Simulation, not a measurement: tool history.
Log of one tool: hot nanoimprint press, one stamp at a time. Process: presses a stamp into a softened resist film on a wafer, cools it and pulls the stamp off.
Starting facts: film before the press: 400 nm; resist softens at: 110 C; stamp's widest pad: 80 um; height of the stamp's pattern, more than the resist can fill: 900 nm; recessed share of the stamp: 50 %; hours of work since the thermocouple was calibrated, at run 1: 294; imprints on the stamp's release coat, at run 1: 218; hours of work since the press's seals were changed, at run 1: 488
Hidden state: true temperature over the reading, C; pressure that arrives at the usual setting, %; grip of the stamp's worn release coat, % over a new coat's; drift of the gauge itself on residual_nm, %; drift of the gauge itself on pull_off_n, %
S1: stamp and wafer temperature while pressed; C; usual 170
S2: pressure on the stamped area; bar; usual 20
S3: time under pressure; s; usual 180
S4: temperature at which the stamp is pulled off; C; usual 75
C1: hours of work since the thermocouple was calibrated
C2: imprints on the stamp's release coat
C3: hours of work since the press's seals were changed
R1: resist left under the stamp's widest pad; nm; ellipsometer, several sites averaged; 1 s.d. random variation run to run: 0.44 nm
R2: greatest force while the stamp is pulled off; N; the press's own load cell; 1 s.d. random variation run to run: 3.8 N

run,hour,S1,S2,S3,S4,C1,C2,C3,R1,R2
1,0,170,20,180,75,294,218,488,146.7,196
2,71.4,170,20,313,75,333,426,527,117.3,207
3,156.5,170,20,180,75,380,673,574,145.7,222
4,227.9,170,20,180,75,419,880,613,145.4,231
# hour 261.9: plate thermocouple calibrated
5,285.9,170,20,180,75,13,1040,644,152.2,242
# hour 306.6: stamp cleaned and given a new release coat
6,370,158,20,180,75,56,184,687,255.8,193
7,420.4,158,20,180,75,84,331,714,254,211
8,501.1,170,20,180,75,128,565,759,150.1,215
9,565.1,170,20,180,75,163,751,794,150.1,223
10,603.3,170,30.7,180,75,184,862,815,123.2,234
# hour 682.8: stamp cleaned and given a new release coat
11,699.6,170,30.7,180,75,234,49,864,122.2,184
12,753,170,30.7,180,75,263,204,894,122.6,185
13,804.9,170,30.7,180,75,292,355,922,122.4,198
14,856.5,170,30.7,180,75,320,505,951,121.3,211
15,916.3,170,20,180,70,353,679,983,147.2,244
16,970.7,170,20,180,70,383,837,1013,146.6,259
17,1015.7,169,29.8,177,65,408,968,1038,129.4,293
# hour 1056.6: stamp cleaned and given a new release coat
# hour 1080.6: plate thermocouple calibrated
18,1108.1,169,29.8,177,65,15,141,1084,139.2,237
19,1158.9,170,29,180,75,43,289,1112,132.8,198
20,1243.2,170,13.4,180,75,89,534,1158,184.2,213
21,1324.9,170,13.4,180,75,134,771,1203,184,228
# hour 1410.3: press's hydraulic seals changed and the load cell set to zero
22,1417,170,14.5,217,65,181,1016,4,158.8,310
# hour 1444.5: stamp cleaned and given a new release coat
23,1475.1,170,20.1,108,65,209,89,32,178.1,220
24,1565.5,170,20.1,108,80,259,352,82,176.4,177
25,1625.4,163,28.9,344,69,292,526,115,128.5,242
26,1708.6,163,28.9,264,83,337,768,161,143.7,185
27,1785.8,170,20,180,75,380,993,203,143.7,239
# hour 1819.5: stamp cleaned and given a new release coat
28,1879.5,170,12.3,276,75,428,175,251,151.2,193
# hour 1897.6: plate thermocouple calibrated
29,1960.5,170,28.5,276,75,35,401,294,106.7,205

Forecast each of these 5 alternatives for the next run:
A,2020.5,170,20,284,75,68,576,327,?,?
B,2020.5,159,28.5,323,63,68,576,327,?,?
C,2020.5,176,28.5,276,75,68,576,327,?,?
D,2020.5,168,28.5,276,75,68,576,327,?,?
E,2020.5,171,14.7,180,75,68,576,327,?,?

run,R1,R2
A,125.6,211
B,173.1,265
C,80.7,222
D,117.6,213
E,167.3,221
With no hidden state in the tool, these same runs would have given:
run,R1,R2
A,124.7,177
B,171.3,222
C,79.5,186
D,116.1,178
E,166.8,186
